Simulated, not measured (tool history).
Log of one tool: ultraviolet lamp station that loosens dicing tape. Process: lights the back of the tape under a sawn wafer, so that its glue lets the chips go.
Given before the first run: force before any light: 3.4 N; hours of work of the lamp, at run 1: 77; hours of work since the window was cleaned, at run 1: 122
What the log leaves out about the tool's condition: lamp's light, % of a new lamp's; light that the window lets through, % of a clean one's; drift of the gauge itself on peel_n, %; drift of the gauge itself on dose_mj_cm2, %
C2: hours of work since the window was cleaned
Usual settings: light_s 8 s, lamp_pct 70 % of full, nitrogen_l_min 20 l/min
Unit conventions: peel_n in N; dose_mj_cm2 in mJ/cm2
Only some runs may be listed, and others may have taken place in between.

Run 1, hour 0: usual settings; hours of work of the lamp 77; C2 122. Result: peel_n 0.552 N, dose_mj_cm2 525 mJ/cm2.
Run 2, hour 50.5: usual settings; hours of work of the lamp 101; C2 146. Result: peel_n 0.543 N, dose_mj_cm2 523 mJ/cm2.
Run 3, hour 95.7: usual settings; hours of work of the lamp 122; C2 168. Result: peel_n 0.556 N, dose_mj_cm2 526 mJ/cm2.
Run 4, hour 134.9: usual settings but light_s 5 s; hours of work of the lamp 141; C2 186. Result: peel_n 1.067 N, dose_mj_cm2 328 mJ/cm2.
At hour 178.6: window cleaned of glue's vapour.
Run 5, hour 178.6: usual settings but nitrogen_l_min 39 l/min; hours of work of the lamp 161; C2 0. Result: peel_n 0.396 N, dose_mj_cm2 532 mJ/cm2.
Run 6, hour 230.3: usual settings but nitrogen_l_min 39 l/min; hours of work of the lamp 186; C2 24. Result: peel_n 0.381 N, dose_mj_cm2 525 mJ/cm2.
Run 7, hour 277.2: usual settings but nitrogen_l_min 39 l/min; hours of work of the lamp 208; C2 47. Result: peel_n 0.384 N, dose_mj_cm2 522 mJ/cm2.
Run 8, hour 313.1: usual settings but nitrogen_l_min 39 l/min; hours of work of the lamp 225; C2 64. Result: peel_n 0.39 N, dose_mj_cm2 526 mJ/cm2.
Run 9, hour 352: usual settings but lamp_pct 61 % of full, nitrogen_l_min 17 l/min; hours of work of the lamp 243; C2 82. Result: peel_n 0.763 N, dose_mj_cm2 456 mJ/cm2.
Run 10, hour 402.8: usual settings but lamp_pct 61 % of full, nitrogen_l_min 11 l/min; hours of work of the lamp 267; C2 106. Result: peel_n 0.951 N, dose_mj_cm2 454 mJ/cm2.
Run 11, hour 440.5: usual settings but light_s 15 s, lamp_pct 61 % of full, nitrogen_l_min 11 l/min; hours of work of the lamp 285; C2 124. Result: peel_n 0.377 N, dose_mj_cm2 863 mJ/cm2.

Predict the results of run 12:
Run 12, hour 484.2: usual settings but lamp_pct 69 % of full, nitrogen_l_min 11 l/min; hours of work of the lamp 306; C2 145. Result: peel_n ?, dose_mj_cm2 ?.

Run 12 produced peel_n 0.81 N, dose_mj_cm2 520 mJ/cm2.
Without the tool's hidden state the same run would have given peel_n 0.809 N, dose_mj_cm2 521 mJ/cm2.
